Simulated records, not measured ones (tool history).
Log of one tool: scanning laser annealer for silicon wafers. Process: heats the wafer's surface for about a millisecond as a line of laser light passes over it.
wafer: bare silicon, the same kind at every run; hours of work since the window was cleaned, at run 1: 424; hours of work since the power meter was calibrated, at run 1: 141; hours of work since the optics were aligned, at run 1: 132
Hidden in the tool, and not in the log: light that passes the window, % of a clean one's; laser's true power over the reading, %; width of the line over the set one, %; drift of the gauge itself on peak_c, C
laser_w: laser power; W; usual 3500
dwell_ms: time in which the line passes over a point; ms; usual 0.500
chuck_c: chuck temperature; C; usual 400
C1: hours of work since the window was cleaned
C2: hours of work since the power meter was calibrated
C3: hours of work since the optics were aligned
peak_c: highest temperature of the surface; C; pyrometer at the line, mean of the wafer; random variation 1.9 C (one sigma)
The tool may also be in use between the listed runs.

{"run": 1, "hour": 0.0, "laser_w": 3500, "dwell_ms": 0.5, "chuck_c": 400, "C1": 424, "C2": 141, "C3": 132, "peak_c": 1079}
{"run": 2, "hour": 6.8, "laser_w": 3500, "dwell_ms": 0.5, "chuck_c": 400, "C1": 427, "C2": 144, "C3": 135, "peak_c": 1079}
{"run": 3, "hour": 14.1, "laser_w": 3500, "dwell_ms": 0.5, "chuck_c": 383, "C1": 429, "C2": 146, "C3": 138, "peak_c": 1065}
{"run": 4, "hour": 26.0, "laser_w": 3500, "dwell_ms": 0.5, "chuck_c": 383, "C1": 434, "C2": 151, "C3": 143, "peak_c": 1063}
{"run": 5, "hour": 38.1, "laser_w": 3500, "dwell_ms": 0.5, "chuck_c": 393, "C1": 439, "C2": 156, "C3": 147, "peak_c": 1074}
{"run": 6, "hour": 44.7, "laser_w": 3500, "dwell_ms": 0.5, "chuck_c": 393, "C1": 442, "C2": 159, "C3": 150, "peak_c": 1073}
{"run": 7, "hour": 55.7, "laser_w": 3500, "dwell_ms": 0.5, "chuck_c": 422, "C1": 446, "C2": 163, "C3": 155, "peak_c": 1103}
{"run": 8, "hour": 64.5, "laser_w": 3500, "dwell_ms": 0.5, "chuck_c": 422, "C1": 450, "C2": 167, "C3": 158, "peak_c": 1106}
{"run": 9, "hour": 77.2, "laser_w": 3500, "dwell_ms": 0.5, "chuck_c": 400, "C1": 455, "C2": 172, "C3": 163, "peak_c": 1077}
{"run": 10, "hour": 89.3, "laser_w": 3500, "dwell_ms": 0.5, "chuck_c": 400, "C1": 460, "C2": 177, "C3": 168, "peak_c": 1077}
{"run": 11, "hour": 100.1, "laser_w": 3500, "dwell_ms": 0.497, "chuck_c": 400, "C1": 464, "C2": 181, "C3": 172, "peak_c": 1073}
{"run": 12, "hour": 111.3, "laser_w": 3500, "dwell_ms": 0.497, "chuck_c": 400, "C1": 469, "C2": 186, "C3": 177, "peak_c": 1074}
{"hour": 123.4, "done": "window over the wafer cleaned"}
{"run": 13, "hour": 124.1, "laser_w": 3500, "dwell_ms": 0.497, "chuck_c": 400, "C1": 0, "C2": 190, "C3": 181, "peak_c": 1050}
{"run": 14, "hour": 136.7, "laser_w": 3547, "dwell_ms": 0.497, "chuck_c": 400, "C1": 5, "C2": 195, "C3": 186, "peak_c": 1061}
{"run": 15, "hour": 149.8, "laser_w": 3547, "dwell_ms": 0.497, "chuck_c": 400, "C1": 11, "C2": 200, "C3": 192, "peak_c": 1061}
{"run": 16, "hour": 160.4, "laser_w": 3500, "dwell_ms": 0.5, "chuck_c": 400, "C1": 15, "C2": 205, "C3": 196, "peak_c": 1053}
{"run": 17, "hour": 167.9, "laser_w": 3500, "dwell_ms": 0.5, "chuck_c": 400, "C1": 18, "C2": 208, "C3": 199, "peak_c": 1049}
{"run": 18, "hour": 180.7, "laser_w": 3500, "dwell_ms": 0.48, "chuck_c": 377, "C1": 23, "C2": 213, "C3": 204, "peak_c": 1012}
{"run": 19, "hour": 194.5, "laser_w": 3500, "dwell_ms": 0.48, "chuck_c": 377, "C1": 29, "C2": 218, "C3": 210, "peak_c": 1014}
{"hour": 198.5, "done": "window over the wafer cleaned, once more"}
{"run": 20, "hour": 203.3, "laser_w": 3375, "dwell_ms": 0.464, "chuck_c": 377, "C1": 2, "C2": 221, "C3": 212, "peak_c": 1033}
{"run": 21, "hour": 214.5, "laser_w": 3375, "dwell_ms": 0.464, "chuck_c": 377, "C1": 6, "C2": 226, "C3": 217, "peak_c": 1038}
{"run": 22, "hour": 227.4, "laser_w": 3046, "dwell_ms": 0.406, "chuck_c": 400, "C1": 12, "C2": 231, "C3": 222, "peak_c": 943}
{"run": 23, "hour": 233.7, "laser_w": 3046, "dwell_ms": 0.406, "chuck_c": 400, "C1": 14, "C2": 233, "C3": 225, "peak_c": 943}
{"run": 24, "hour": 240.3, "laser_w": 3695, "dwell_ms": 0.53, "chuck_c": 366, "C1": 17, "C2": 236, "C3": 227, "peak_c": 1154}
{"run": 25, "hour": 251.9, "laser_w": 3695, "dwell_ms": 0.53, "chuck_c": 366, "C1": 21, "C2": 241, "C3": 232, "peak_c": 1150}
{"run": 26, "hour": 264.0, "laser_w": 3754, "dwell_ms": 0.593, "chuck_c": 384, "C1": 26, "C2": 245, "C3": 237, "peak_c": 1231}
{"run": 27, "hour": 273.6, "laser_w": 3754, "dwell_ms": 0.593, "chuck_c": 384, "C1": 30, "C2": 249, "C3": 241, "peak_c": 1233}
{"run": 28, "hour": 279.9, "laser_w": 3754, "dwell_ms": 0.593, "chuck_c": 384, "C1": 33, "C2": 252, "C3": 243, "peak_c": 1235}
{"run": 29, "hour": 285.7, "laser_w": 3754, "dwell_ms": 0.593, "chuck_c": 384, "C1": 35, "C2": 254, "C3": 246, "peak_c": 1232}
{"run": 30, "hour": 299.5, "laser_w": 3754, "dwell_ms": 0.593, "chuck_c": 384, "C1": 41, "C2": 260, "C3": 251, "peak_c": 1228}
{"run": 31, "hour": 309.7, "laser_w": 3754, "dwell_ms": 0.483, "chuck_c": 373, "C1": 45, "C2": 264, "C3": 255, "peak_c": 1136}
{"run": 32, "hour": 319.2, "laser_w": 3500, "dwell_ms": 0.407, "chuck_c": 393, "C1": 49, "C2": 268, "C3": 259, "peak_c": 1031}
{"run": 33, "hour": 329.2, "laser_w": 3500, "dwell_ms": 0.407, "chuck_c": 393, "C1": 53, "C2": 272, "C3": 263, "peak_c": 1031}
{"run": 34, "hour": 337.9, "laser_w": 3415, "dwell_ms": 0.423, "chuck_c": 400, "C1": 56, "C2": 275, "C3": 267, "peak_c": 1033}

Forecast each of these 5 alternatives for the next run:
{"run": "A", "hour": 344.6, "laser_w": 3340, "dwell_ms": 0.605, "chuck_c": 432, "C1": 59, "C2": 278, "C3": 269, "peak_c": "?"}
{"run": "B", "hour": 344.6, "laser_w": 3415, "dwell_ms": 0.423, "chuck_c": 360, "C1": 59, "C2": 278, "C3": 269, "peak_c": "?"}
{"run": "C", "hour": 344.6, "laser_w": 3500, "dwell_ms": 0.5, "chuck_c": 427, "C1": 59, "C2": 278, "C3": 269, "peak_c": "?"}
{"run": "D", "hour": 344.6, "laser_w": 3415, "dwell_ms": 0.423, "chuck_c": 412, "C1": 59, "C2": 278, "C3": 269, "peak_c": "?"}
{"run": "E", "hour": 344.6, "laser_w": 2985, "dwell_ms": 0.5, "chuck_c": 400, "C1": 59, "C2": 278, "C3": 269, "peak_c": "?"}

run=A peak_c=1175
run=B peak_c=992
run=C peak_c=1137
run=D peak_c=1042
run=E peak_c=986
Without the tool's hidden state the same runs would have given:
run=A peak_c=1187
run=B peak_c=1002
run=C peak_c=1148
run=D peak_c=1052
run=E peak_c=996
